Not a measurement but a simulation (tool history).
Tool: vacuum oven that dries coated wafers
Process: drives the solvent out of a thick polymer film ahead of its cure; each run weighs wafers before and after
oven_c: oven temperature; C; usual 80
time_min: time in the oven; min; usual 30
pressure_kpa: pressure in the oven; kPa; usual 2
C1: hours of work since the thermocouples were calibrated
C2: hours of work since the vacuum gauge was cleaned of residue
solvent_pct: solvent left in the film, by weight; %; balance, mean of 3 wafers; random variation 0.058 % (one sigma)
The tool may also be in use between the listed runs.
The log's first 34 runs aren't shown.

Run 35, hour 2697.9: usual settings but oven_c 67 C, time_min 29 min, pressure_kpa 1.35 kPa; C1 817; C2 70. Result: solvent_pct 6.97 %.
Run 36, hour 2771.4: usual settings but oven_c 67 C, time_min 29 min, pressure_kpa 1.35 kPa; C1 870; C2 124. Result: solvent_pct 6.88 %.
Run 37, hour 2817.2: usual settings but oven_c 84 C, time_min 44 min, pressure_kpa 1.37 kPa; C1 904; C2 157. Result: solvent_pct 0.93 %.
Run 38, hour 2911.4: usual settings but time_min 45 min, pressure_kpa 3.58 kPa; C1 972; C2 225. Result: solvent_pct 2.57 %.
Run 39, hour 2971.1: usual settings but time_min 45 min, pressure_kpa 3.58 kPa; C1 1015; C2 268. Result: solvent_pct 2.65 %.
Run 40, hour 3026.3: usual settings but oven_c 83 C, time_min 20 min, pressure_kpa 3.58 kPa; C1 1055; C2 308. Result: solvent_pct 4.04 %.
Run 41, hour 3119.1: usual settings but oven_c 83 C, time_min 20 min, pressure_kpa 3.58 kPa; C1 1123; C2 376. Result: solvent_pct 4.1 %.
Run 42, hour 3198.5: usual settings but oven_c 83 C, time_min 20 min, pressure_kpa 3.58 kPa; C1 1180; C2 433. Result: solvent_pct 4.16 %.

Run 43 comes next. What will it give?
Run 43, hour 3260: usual settings but oven_c 73 C, time_min 27 min; C1 1225; C2 478. Result: solvent_pct ?.

{"run 43": {"solvent_pct": 5.48}}
Without the tool's hidden state the same run would have given solvent_pct 5.45 %.
